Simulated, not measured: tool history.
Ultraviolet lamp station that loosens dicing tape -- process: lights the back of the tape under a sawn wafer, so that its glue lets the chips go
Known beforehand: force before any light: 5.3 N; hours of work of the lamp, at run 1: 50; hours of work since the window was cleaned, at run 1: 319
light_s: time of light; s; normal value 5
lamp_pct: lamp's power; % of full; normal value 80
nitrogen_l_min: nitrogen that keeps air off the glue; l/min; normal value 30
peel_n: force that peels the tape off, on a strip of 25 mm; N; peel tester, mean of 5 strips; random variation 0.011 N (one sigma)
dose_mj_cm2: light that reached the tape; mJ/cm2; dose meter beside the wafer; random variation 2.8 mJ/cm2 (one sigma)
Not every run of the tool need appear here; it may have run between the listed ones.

run   hour  light_s  lamp_pct  nitrogen_l_min  hours of work of the lamp  hours of work since the window was cleaned  peel_n  dose_mj_cm2
  1    0.0        5        80              30                         50                                         319   0.507          381
  2    8.0        5        80              30                         55                                         324   0.525          383
  3   16.1        5        80              30                         59                                         329   0.507          387
  4   24.2        5        80              30                         64                                         333   0.500          382
  5   30.1        3        80              30                         68                                         337   1.253          231
  6   36.0        3        80              30                         71                                         340   1.236          226
  7   44.3        3        80              30                         76                                         345   1.208          228
  8   53.2        5        80              30                         81                                         351   0.503          385
  9   59.7        5        80              30                         85                                         354   0.515          382
 10   64.3        5        80              30                         88                                         357   0.513          384
 11   73.1        5        80              30                         93                                         362   0.527          384
 12   79.3        5        80              30                         97                                         366   0.522          381
 13   87.9       10        97              21                        102                                         371   0.137          928
 14   96.3       10        97              21                        107                                         376   0.125          927
 15  103.3       10        97              21                        111                                         380   0.128          918
 16  107.1        4        80              16                        113                                         382   1.140          306
 17  115.4        4        80              16                        118                                         387   1.116          303
 18  119.7        7        66              26                        121                                         390   0.414          442
 19  128.5        7        66              26                        126                                         395   0.409          445
 20  134.8        2        60              30                        130                                         399   2.534          115
 21  142.9        2        66              30                        134                                         404   2.374          127
 22  150.7        2        66              30                        139                                         408   2.407          125
 23  156.5        2       100              25                        142                                         412   1.674          188

Here are 4 independent what-if runs from the current tool condition. What would each one return?
  A  162.2        6        80              30                        146                                         415       ?            ?
  B  162.2        2       100              51                        146                                         415       ?            ?
  C  162.2        2       100              10                        146                                         415       ?            ?
  D  162.2        9       100              25                        146                                         415       ?            ?

run  peel_n  dose_mj_cm2
  A   0.340          461
  B   1.270          195
  C   2.246          187
  D   0.137          864
With no hidden state in the tool, these same runs would have given:
run  peel_n  dose_mj_cm2
  A   0.338          462
  B   1.267          195
  C   2.242          188
  D   0.137          866
